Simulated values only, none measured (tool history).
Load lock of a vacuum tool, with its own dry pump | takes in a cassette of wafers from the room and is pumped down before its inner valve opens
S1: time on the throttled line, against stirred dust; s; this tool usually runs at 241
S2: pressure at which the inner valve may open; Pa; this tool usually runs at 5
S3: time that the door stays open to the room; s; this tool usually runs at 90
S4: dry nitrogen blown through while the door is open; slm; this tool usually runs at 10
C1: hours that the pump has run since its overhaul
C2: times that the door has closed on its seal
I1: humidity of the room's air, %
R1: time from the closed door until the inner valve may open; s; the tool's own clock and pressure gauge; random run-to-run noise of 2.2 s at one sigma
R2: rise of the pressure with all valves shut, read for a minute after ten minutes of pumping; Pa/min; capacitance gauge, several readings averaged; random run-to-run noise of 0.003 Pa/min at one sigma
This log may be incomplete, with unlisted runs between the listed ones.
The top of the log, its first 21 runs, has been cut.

run      day   S1  S2   S3  S4    C1     C2    I1     R1     R2
 22   77.925  243   5  130  31  3192  22551  42.1  368.2   0.11
 23   82.471  243   5  130  31  3301  22902  41.4  369.1  0.113
 24   87.583  243   5  130  31  3423  23297  42.2  359.3  0.122
 25   92.875  460   7  130  31  3550  23705    45  554.1  0.118
 26   95.575  343   5   90  10  3615  23914  42.8  454.7   0.13
 27   99.283  163   5   90  21  3704  24200  44.4  293.3  0.121
 28  103.979  163   5   90  21  3817  24563  41.7  296.6  0.123
 29  108.879  163   5   90  21  3935  24941  42.7  291.6  0.125
 30  111.588  163   5   90  21  3999  25150  41.3  295.3  0.127
 31  114.129  163   5   90  21  4060  25346  45.5    295  0.131
 32  117.621  146   7  168  13  4144  25616  41.8  276.5  0.162
 33  121.592  146   7  168  13  4240  25922  48.9  277.2  0.167
 34  124.088  146   7  168  13  4300  26115  47.9  275.9   0.17
 35  127.054  149   5  158   8  4371  26344    44  287.9  0.176
 36  131.417  149   5  158   8  4475  26681  46.2  285.4  0.186
 37   136.15  391   5  158  45  4589  27046  43.6  496.1  0.135

Forecast each of these 4 alternatives for the next run:
  A  140.658  391   5  124  45  4697  27394  45.7   ?   ?
  B  140.658  391   5   75   6  4697  27394  44.3   ?   ?
  C  140.658  241   5   90  10  4697  27394  46.1   ?   ?
  D  140.658  391   5  158  45  4697  27394  41.1   ?   ?

run     R1     R2
  A  499.5  0.133
  B  496.9   0.16
  C  367.6  0.157
  D  501.6  0.137
Without the tool's hidden state the same runs would have given:
run     R1     R2
  A  493.7  0.025
  B  491.4  0.054
  C  361.1  0.051
  D  495.7  0.029

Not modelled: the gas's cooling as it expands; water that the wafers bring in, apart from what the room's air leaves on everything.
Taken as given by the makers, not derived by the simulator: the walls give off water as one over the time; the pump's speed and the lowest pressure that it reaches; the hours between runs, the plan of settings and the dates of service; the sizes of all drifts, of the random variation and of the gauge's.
